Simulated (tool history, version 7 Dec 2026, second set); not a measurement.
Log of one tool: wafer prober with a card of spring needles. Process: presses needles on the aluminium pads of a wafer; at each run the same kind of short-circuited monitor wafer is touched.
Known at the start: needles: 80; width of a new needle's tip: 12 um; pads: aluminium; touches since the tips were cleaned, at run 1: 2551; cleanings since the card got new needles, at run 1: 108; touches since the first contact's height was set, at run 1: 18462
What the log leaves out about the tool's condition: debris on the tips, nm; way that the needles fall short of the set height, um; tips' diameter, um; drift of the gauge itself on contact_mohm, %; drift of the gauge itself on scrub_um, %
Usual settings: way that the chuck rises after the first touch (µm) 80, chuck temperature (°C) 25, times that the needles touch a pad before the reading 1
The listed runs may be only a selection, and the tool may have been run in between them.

run,hour,way that the chuck rises after the first touch (µm),chuck temperature (°C),times that the needles touch a pad before the reading,touches since the tips were cleaned,cleanings since the card got new needles,touches since the first contact's height was set,resistance of one needle with its contact and lead (mohm),way that a needle slides on the pad (µm)
1,0,80,25,1,2551,108,18462,209,12.71
# hour 1.2: tips cleaned on abrasive film
# hour 5.8: tips cleaned on abrasive film
# hour 10.9: tips cleaned on abrasive film
2,12.9,80,25,3,1260,111,26274,181,12.58
# hour 15.9: tips cleaned on abrasive film
# hour 20.3: tips cleaned on abrasive film
# hour 24.9: tips cleaned on abrasive film
# hour 27.1: tips cleaned on abrasive film, once more
3,27.7,80,25,3,348,115,35155,174,12.52
# hour 32: tips cleaned on abrasive film
# hour 36.4: tips cleaned on abrasive film
4,40,80,25,3,2232,117,42671,194,12.56
# hour 41.2: tips cleaned on abrasive film
# hour 46.4: tips cleaned on abrasive film
# hour 51.3: tips cleaned on abrasive film
# hour 56.3: tips cleaned on abrasive film
5,57.1,80,25,1,463,121,52995,183,12.44
# hour 61.4: tips cleaned on abrasive film
# hour 66.4: tips cleaned on abrasive film
6,67,80,25,1,366,123,59043,188,12.43

Run 7 comes next. What will it give?
# hour 71.2: tips cleaned on abrasive film
# hour 75.9: tips cleaned on abrasive film
7,77.5,90,106,1,982,125,65400,?,?

resistance of one needle with its contact and lead (mohm): 211
way that a needle slides on the pad (µm): 13.92
Were there no unlogged condition in the tool, this run, its random variation unchanged, would have produced resistance of one needle with its contact and lead (mohm) 178, way that a needle slides on the pad (µm) 14.31.
